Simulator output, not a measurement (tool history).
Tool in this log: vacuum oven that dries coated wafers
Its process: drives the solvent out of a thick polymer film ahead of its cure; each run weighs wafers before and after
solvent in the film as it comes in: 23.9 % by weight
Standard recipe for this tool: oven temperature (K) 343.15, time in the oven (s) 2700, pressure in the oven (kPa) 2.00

Run 1, hour 0.0: usual settings. Result: solvent left in the film (%) 2.17.
Run 2, hour 38.3: usual settings but oven temperature (K) 334.15. Result: solvent left in the film (%) 5.61.
Run 3, hour 57.1: usual settings. Result: solvent left in the film (%) 2.14.
Run 4, hour 76.6: usual settings. Result: solvent left in the film (%) 2.17.
Run 5, hour 115.0: usual settings. Result: solvent left in the film (%) 2.23.
Run 6, hour 146.1: usual settings. Result: solvent left in the film (%) 2.13.
Run 7, hour 172.6: usual settings. Result: solvent left in the film (%) 2.10.
Run 8, hour 193.0: usual settings. Result: solvent left in the film (%) 2.15.
Run 9, hour 222.7: usual settings. Result: solvent left in the film (%) 2.17.
Run 10, hour 252.6: usual settings. Result: solvent left in the film (%) 2.07.
Run 11, hour 275.3: usual settings. Result: solvent left in the film (%) 2.21.
At hour 304.5: oven's thermocouples calibrated.
Run 12, hour 314.7: usual settings. Result: solvent left in the film (%) 2.54.
Run 13, hour 354.3: usual settings but pressure in the oven (kPa) 2.33. Result: solvent left in the film (%) 2.53.
Run 14, hour 372.6: usual settings but pressure in the oven (kPa) 2.33. Result: solvent left in the film (%) 2.62.
Run 15, hour 394.1: usual settings but oven temperature (K) 335.15. Result: solvent left in the film (%) 5.66.
Run 16, hour 430.4: usual settings but oven temperature (K) 335.15. Result: solvent left in the film (%) 5.56.
Run 17, hour 467.7: usual settings but oven temperature (K) 335.15. Result: solvent left in the film (%) 5.56.
At hour 472.1: vacuum gauge cleaned of residue and calibrated.
Run 18, hour 500.2: usual settings but oven temperature (K) 335.15. Result: solvent left in the film (%) 5.60.
Run 19, hour 540.6: usual settings but time in the oven (s) 3600. Result: solvent left in the film (%) 1.49.
At hour 561.4: vacuum gauge cleaned of residue and calibrated, once more.
Run 20, hour 563.2: usual settings but time in the oven (s) 3600. Result: solvent left in the film (%) 1.38.
Run 21, hour 594.3: usual settings but time in the oven (s) 3600. Result: solvent left in the film (%) 1.41.
Run 22, hour 617.3: usual settings but time in the oven (s) 3600. Result: solvent left in the film (%) 1.41.
Run 23, hour 636.2: usual settings but oven temperature (K) 349.15, time in the oven (s) 4440. Result: solvent left in the film (%) 0.56.

The next listed run, before its measurement:
Run 24, hour 669.6: usual settings but oven temperature (K) 347.15, time in the oven (s) 2100. Result: solvent left in the film (%) ?.

For run 24 the tool returned solvent left in the film (%) 2.29.
With no hidden state in the tool, this same run would have given solvent left in the film (%) 2.39.
